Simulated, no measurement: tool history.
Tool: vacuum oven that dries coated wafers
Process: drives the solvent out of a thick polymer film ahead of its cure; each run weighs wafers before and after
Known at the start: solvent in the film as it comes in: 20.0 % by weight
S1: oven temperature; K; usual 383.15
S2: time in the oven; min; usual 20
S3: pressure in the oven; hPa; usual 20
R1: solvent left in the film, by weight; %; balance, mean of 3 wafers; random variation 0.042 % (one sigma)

run 1 hour=0 | S1=383.15 S2=20 S3=20 | R1=6.52
run 2 hour=54.3 | S1=383.15 S2=20 S3=20 | R1=6.54
run 3 hour=118.5 | S1=383.15 S2=20 S3=10.1 | R1=5.5
run 4 hour=174.2 | S1=383.15 S2=20 S3=10.1 | R1=5.47
run 5 hour=228.7 | S1=383.15 S2=20 S3=10.1 | R1=5.54
run 6 hour=292.7 | S1=383.15 S2=20 S3=23.8 | R1=6.91
run 7 hour=327 | S1=383.15 S2=20 S3=23.8 | R1=6.88
run 8 hour=375.2 | S1=383.15 S2=20 S3=20 | R1=6.42
run 9 hour=438.3 | S1=375.15 S2=20 S3=20 | R1=9.3
run 10 hour=480.8 | S1=375.15 S2=20 S3=20 | R1=9.35
run 11 hour=521 | S1=387.15 S2=20 S3=20 | R1=5.19
run 12 hour=569.5 | S1=387.15 S2=20 S3=31.5 | R1=6.26
run 13 hour=616.5 | S1=373.15 S2=20 S3=14.9 | R1=9.36
run 14 hour=658.8 | S1=391.15 S2=20 S3=15.6 | R1=3.64

Forecast run 15:
run 15 hour=702.2 | S1=391.15 S2=20 S3=15.6 | R1=?

{"run 15": {"R1": 3.69}}
Without the tool's hidden state the same run would have given R1 3.7 %.
